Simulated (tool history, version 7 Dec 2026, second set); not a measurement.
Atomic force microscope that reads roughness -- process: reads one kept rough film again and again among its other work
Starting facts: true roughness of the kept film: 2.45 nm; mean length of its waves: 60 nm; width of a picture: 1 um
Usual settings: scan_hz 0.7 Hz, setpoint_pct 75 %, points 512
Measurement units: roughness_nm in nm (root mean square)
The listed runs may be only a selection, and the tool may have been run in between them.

{"run": 1, "day": 0.0, "scan_hz": 0.7, "setpoint_pct": 75, "points": 512, "roughness_nm": 2.239}
{"day": 2.229, "done": "new tip fitted"}
{"run": 2, "day": 2.229, "scan_hz": 0.7, "setpoint_pct": 75, "points": 298, "roughness_nm": 2.246}
{"run": 3, "day": 4.496, "scan_hz": 0.7, "setpoint_pct": 75, "points": 298, "roughness_nm": 2.234}
{"run": 4, "day": 5.629, "scan_hz": 0.7, "setpoint_pct": 75, "points": 512, "roughness_nm": 2.237}
{"run": 5, "day": 8.071, "scan_hz": 0.7, "setpoint_pct": 75, "points": 512, "roughness_nm": 2.214}
{"day": 9.008, "done": "new tip fitted"}
{"run": 6, "day": 10.446, "scan_hz": 1.166, "setpoint_pct": 75, "points": 512, "roughness_nm": 2.182}
{"run": 7, "day": 12.829, "scan_hz": 0.7, "setpoint_pct": 78, "points": 512, "roughness_nm": 2.209}
{"run": 8, "day": 15.029, "scan_hz": 0.7, "setpoint_pct": 62, "points": 512, "roughness_nm": 2.282}
{"day": 15.729, "done": "new tip fitted"}
{"run": 9, "day": 16.858, "scan_hz": 0.7, "setpoint_pct": 62, "points": 512, "roughness_nm": 2.314}
{"run": 10, "day": 19.429, "scan_hz": 0.7, "setpoint_pct": 62, "points": 512, "roughness_nm": 2.275}
{"run": 11, "day": 20.571, "scan_hz": 0.7, "setpoint_pct": 62, "points": 512, "roughness_nm": 2.295}
{"run": 12, "day": 21.838, "scan_hz": 0.7, "setpoint_pct": 71, "points": 512, "roughness_nm": 2.233}
{"day": 22.358, "done": "new tip fitted"}
{"run": 13, "day": 24.325, "scan_hz": 0.7, "setpoint_pct": 75, "points": 512, "roughness_nm": 2.238}
{"run": 14, "day": 25.883, "scan_hz": 0.7, "setpoint_pct": 75, "points": 512, "roughness_nm": 2.232}
{"run": 15, "day": 27.429, "scan_hz": 1.865, "setpoint_pct": 75, "points": 512, "roughness_nm": 2.039}
{"day": 29.117, "done": "new tip fitted"}
{"run": 16, "day": 29.158, "scan_hz": 1.865, "setpoint_pct": 75, "points": 512, "roughness_nm": 2.092}
{"run": 17, "day": 31.854, "scan_hz": 0.7, "setpoint_pct": 72, "points": 512, "roughness_nm": 2.273}
{"run": 18, "day": 33.908, "scan_hz": 0.7, "setpoint_pct": 72, "points": 512, "roughness_nm": 2.241}
{"day": 35.888, "done": "new tip fitted"}
{"run": 19, "day": 36.079, "scan_hz": 0.7, "setpoint_pct": 72, "points": 512, "roughness_nm": 2.277}
{"run": 20, "day": 38.175, "scan_hz": 0.7, "setpoint_pct": 58, "points": 512, "roughness_nm": 2.287}
{"run": 21, "day": 40.588, "scan_hz": 0.7, "setpoint_pct": 58, "points": 512, "roughness_nm": 2.292}
{"day": 42.671, "done": "new tip fitted"}
{"run": 22, "day": 42.954, "scan_hz": 0.917, "setpoint_pct": 75, "points": 512, "roughness_nm": 2.232}
{"run": 23, "day": 44.267, "scan_hz": 0.7, "setpoint_pct": 75, "points": 512, "roughness_nm": 2.235}
{"run": 24, "day": 45.496, "scan_hz": 0.514, "setpoint_pct": 55, "points": 1006, "roughness_nm": 2.321}
{"day": 47.888, "done": "height scale calibrated on a step standard"}
{"run": 25, "day": 47.888, "scan_hz": 0.514, "setpoint_pct": 55, "points": 1006, "roughness_nm": 2.331}
{"day": 49.412, "done": "new tip fitted"}
{"run": 26, "day": 50.196, "scan_hz": 0.649, "setpoint_pct": 75, "points": 356, "roughness_nm": 2.303}
{"run": 27, "day": 52.021, "scan_hz": 1.188, "setpoint_pct": 57, "points": 862, "roughness_nm": 2.292}
{"run": 28, "day": 54.062, "scan_hz": 1.188, "setpoint_pct": 57, "points": 862, "roughness_nm": 2.281}
{"day": 56.075, "done": "new tip fitted"}
{"run": 29, "day": 56.783, "scan_hz": 0.7, "setpoint_pct": 85, "points": 723, "roughness_nm": 2.212}
{"run": 30, "day": 58.646, "scan_hz": 0.955, "setpoint_pct": 85, "points": 475, "roughness_nm": 2.12}
{"run": 31, "day": 61.217, "scan_hz": 2.838, "setpoint_pct": 61, "points": 290, "roughness_nm": 2.152}
{"day": 62.796, "done": "new tip fitted"}
{"run": 32, "day": 63.192, "scan_hz": 0.683, "setpoint_pct": 64, "points": 512, "roughness_nm": 2.34}
{"run": 33, "day": 65.208, "scan_hz": 2.197, "setpoint_pct": 59, "points": 976, "roughness_nm": 2.237}
{"run": 34, "day": 67.817, "scan_hz": 1.416, "setpoint_pct": 71, "points": 969, "roughness_nm": 2.157}
{"run": 35, "day": 68.967, "scan_hz": 1.755, "setpoint_pct": 60, "points": 306, "roughness_nm": 2.205}
{"day": 69.446, "done": "new tip fitted"}
{"run": 36, "day": 71.004, "scan_hz": 1.819, "setpoint_pct": 81, "points": 601, "roughness_nm": 2.024}
{"run": 37, "day": 73.562, "scan_hz": 2.145, "setpoint_pct": 75, "points": 512, "roughness_nm": 2.039}
{"run": 38, "day": 75.971, "scan_hz": 1.623, "setpoint_pct": 75, "points": 389, "roughness_nm": 2.094}
{"day": 76.108, "done": "new tip fitted"}
{"run": 39, "day": 78.196, "scan_hz": 1.623, "setpoint_pct": 75, "points": 389, "roughness_nm": 2.101}
{"run": 40, "day": 80.892, "scan_hz": 0.908, "setpoint_pct": 78, "points": 512, "roughness_nm": 2.177}
{"day": 82.888, "done": "new tip fitted"}
{"run": 41, "day": 83.288, "scan_hz": 2.619, "setpoint_pct": 56, "points": 906, "roughness_nm": 2.272}
{"run": 42, "day": 84.792, "scan_hz": 0.7, "setpoint_pct": 72, "points": 512, "roughness_nm": 2.287}
{"run": 43, "day": 87.283, "scan_hz": 0.7, "setpoint_pct": 72, "points": 512, "roughness_nm": 2.256}
{"run": 44, "day": 88.654, "scan_hz": 3.076, "setpoint_pct": 75, "points": 837, "roughness_nm": 1.894}
{"day": 89.712, "done": "new tip fitted"}
{"run": 45, "day": 90.292, "scan_hz": 0.7, "setpoint_pct": 86, "points": 512, "roughness_nm": 2.187}

Here are 3 independent what-if runs from the current tool condition. What would each one return?
{"run": "A", "day": 92.904, "scan_hz": 0.81, "setpoint_pct": 69, "points": 512, "roughness_nm": "?"}
{"run": "B", "day": 92.904, "scan_hz": 2.786, "setpoint_pct": 69, "points": 444, "roughness_nm": "?"}
{"run": "C", "day": 92.904, "scan_hz": 0.583, "setpoint_pct": 69, "points": 598, "roughness_nm": "?"}

run=A roughness_nm=2.263
run=B roughness_nm=2.059
run=C roughness_nm=2.281
Had the tool no hidden state, the same runs would have come out as:
run=A roughness_nm=2.306
run=B roughness_nm=2.098
run=C roughness_nm=2.324

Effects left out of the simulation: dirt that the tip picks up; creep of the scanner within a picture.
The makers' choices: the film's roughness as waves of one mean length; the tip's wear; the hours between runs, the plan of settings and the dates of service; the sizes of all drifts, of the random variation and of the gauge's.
